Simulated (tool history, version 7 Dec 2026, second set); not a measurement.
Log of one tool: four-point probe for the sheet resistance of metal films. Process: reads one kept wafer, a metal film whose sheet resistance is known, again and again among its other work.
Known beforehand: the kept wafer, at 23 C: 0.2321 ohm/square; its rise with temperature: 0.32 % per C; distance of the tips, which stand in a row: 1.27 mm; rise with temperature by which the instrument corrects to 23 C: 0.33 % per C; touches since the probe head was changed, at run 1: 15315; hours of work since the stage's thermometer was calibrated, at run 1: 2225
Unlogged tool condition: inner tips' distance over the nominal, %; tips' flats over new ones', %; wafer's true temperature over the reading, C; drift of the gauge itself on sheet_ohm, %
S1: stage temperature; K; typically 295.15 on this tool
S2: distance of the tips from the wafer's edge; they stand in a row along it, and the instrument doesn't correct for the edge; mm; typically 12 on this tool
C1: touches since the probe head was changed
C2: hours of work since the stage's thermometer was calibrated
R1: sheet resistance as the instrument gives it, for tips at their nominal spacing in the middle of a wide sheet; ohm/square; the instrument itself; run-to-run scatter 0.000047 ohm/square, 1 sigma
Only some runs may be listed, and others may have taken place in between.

{"run": 1, "day": 0.0, "S1": 295.15, "S2": 12, "C1": 15315, "C2": 2225, "R1": 0.23345}
{"run": 2, "day": 1.492, "S1": 295.15, "S2": 12, "C1": 15932, "C2": 2248, "R1": 0.233583}
{"run": 3, "day": 3.421, "S1": 295.15, "S2": 12, "C1": 16729, "C2": 2278, "R1": 0.233502}
{"run": 4, "day": 5.429, "S1": 295.15, "S2": 12, "C1": 17560, "C2": 2310, "R1": 0.233527}
{"day": 6.483, "done": "stage's thermometer calibrated"}
{"run": 5, "day": 6.646, "S1": 295.15, "S2": 12, "C1": 18054, "C2": 3, "R1": 0.233594}
{"run": 6, "day": 8.558, "S1": 295.15, "S2": 12, "C1": 18845, "C2": 32, "R1": 0.233526}
{"run": 7, "day": 9.921, "S1": 295.15, "S2": 12, "C1": 19408, "C2": 54, "R1": 0.233563}
{"run": 8, "day": 11.35, "S1": 295.15, "S2": 12, "C1": 19999, "C2": 76, "R1": 0.233502}
{"run": 9, "day": 12.742, "S1": 295.15, "S2": 12, "C1": 20576, "C2": 98, "R1": 0.233451}
{"run": 10, "day": 13.862, "S1": 295.15, "S2": 12, "C1": 21038, "C2": 115, "R1": 0.233495}
{"run": 11, "day": 15.858, "S1": 295.15, "S2": 12, "C1": 21864, "C2": 146, "R1": 0.233552}
{"run": 12, "day": 17.458, "S1": 295.15, "S2": 12, "C1": 22525, "C2": 171, "R1": 0.233532}
{"run": 13, "day": 19.258, "S1": 295.15, "S2": 12, "C1": 23269, "C2": 199, "R1": 0.233554}
{"run": 14, "day": 20.417, "S1": 295.15, "S2": 12, "C1": 23749, "C2": 217, "R1": 0.233487}
{"run": 15, "day": 21.646, "S1": 295.15, "S2": 12, "C1": 24257, "C2": 237, "R1": 0.233569}
{"run": 16, "day": 23.425, "S1": 295.15, "S2": 3, "C1": 24991, "C2": 264, "R1": 0.252371}
{"run": 17, "day": 24.833, "S1": 295.15, "S2": 3, "C1": 25575, "C2": 286, "R1": 0.252406}
{"run": 18, "day": 26.162, "S1": 295.15, "S2": 3, "C1": 26124, "C2": 307, "R1": 0.252401}
{"run": 19, "day": 28.171, "S1": 295.15, "S2": 12, "C1": 26954, "C2": 338, "R1": 0.233538}
{"run": 20, "day": 29.804, "S1": 295.15, "S2": 65, "C1": 27630, "C2": 364, "R1": 0.232107}
{"run": 21, "day": 31.754, "S1": 295.15, "S2": 65, "C1": 28436, "C2": 394, "R1": 0.232194}
{"run": 22, "day": 33.596, "S1": 298.15, "S2": 12, "C1": 29197, "C2": 423, "R1": 0.233464}
{"run": 23, "day": 35.583, "S1": 298.15, "S2": 12, "C1": 30019, "C2": 454, "R1": 0.233501}
{"run": 24, "day": 36.658, "S1": 303.15, "S2": 11, "C1": 30463, "C2": 471, "R1": 0.233677}
{"run": 25, "day": 38.562, "S1": 304.15, "S2": 72, "C1": 31251, "C2": 500, "R1": 0.232017}
{"run": 26, "day": 39.983, "S1": 306.15, "S2": 5, "C1": 31839, "C2": 523, "R1": 0.239702}
{"run": 27, "day": 41.108, "S1": 292.15, "S2": 21, "C1": 32303, "C2": 540, "R1": 0.232633}
{"run": 28, "day": 42.233, "S1": 293.15, "S2": 4, "C1": 32769, "C2": 558, "R1": 0.24417}
{"run": 29, "day": 43.654, "S1": 295.15, "S2": 28, "C1": 33355, "C2": 580, "R1": 0.23234}
{"run": 30, "day": 45.321, "S1": 298.15, "S2": 4, "C1": 34046, "C2": 606, "R1": 0.244039}
{"run": 31, "day": 47.15, "S1": 298.15, "S2": 4, "C1": 34801, "C2": 634, "R1": 0.243992}
{"run": 32, "day": 48.358, "S1": 298.15, "S2": 4, "C1": 35301, "C2": 653, "R1": 0.244051}
{"run": 33, "day": 49.488, "S1": 302.15, "S2": 40, "C1": 35768, "C2": 671, "R1": 0.232019}
{"run": 34, "day": 50.583, "S1": 297.15, "S2": 21, "C1": 36221, "C2": 688, "R1": 0.232532}
{"run": 35, "day": 51.858, "S1": 297.15, "S2": 19, "C1": 36748, "C2": 708, "R1": 0.232663}
{"run": 36, "day": 53.362, "S1": 297.15, "S2": 13, "C1": 37371, "C2": 731, "R1": 0.233299}
{"run": 37, "day": 54.8, "S1": 293.15, "S2": 11, "C1": 37965, "C2": 754, "R1": 0.233824}
{"run": 38, "day": 55.721, "S1": 302.15, "S2": 4, "C1": 38345, "C2": 768, "R1": 0.243865}
{"run": 39, "day": 57.492, "S1": 291.15, "S2": 30, "C1": 39077, "C2": 796, "R1": 0.232462}
{"run": 40, "day": 59.075, "S1": 291.15, "S2": 30, "C1": 39733, "C2": 820, "R1": 0.23237}
{"run": 41, "day": 60.388, "S1": 295.15, "S2": 7, "C1": 40274, "C2": 841, "R1": 0.236151}
{"run": 42, "day": 61.725, "S1": 295.15, "S2": 17, "C1": 40827, "C2": 862, "R1": 0.232824}
{"run": 43, "day": 62.788, "S1": 295.15, "S2": 25, "C1": 41267, "C2": 878, "R1": 0.232366}
{"run": 44, "day": 64.592, "S1": 305.15, "S2": 12, "C1": 42013, "C2": 906, "R1": 0.233273}
{"run": 45, "day": 65.508, "S1": 305.15, "S2": 12, "C1": 42393, "C2": 921, "R1": 0.233317}

Each row is a separate what-if for the run after 45, all from the same tool condition, not one after another. Results?
{"run": "A", "day": 67.196, "S1": 301.15, "S2": 4, "C1": 43090, "C2": 947, "R1": "?"}
{"run": "B", "day": 67.196, "S1": 292.15, "S2": 7, "C1": 43090, "C2": 947, "R1": "?"}
{"run": "C", "day": 67.196, "S1": 295.15, "S2": 34, "C1": 43090, "C2": 947, "R1": "?"}

run=A R1=0.24384
run=B R1=0.236204
run=C R1=0.232336
Had the tool no hidden state, the same runs would have come out as:
run=A R1=0.243837
run=B R1=0.236201
run=C R1=0.232334
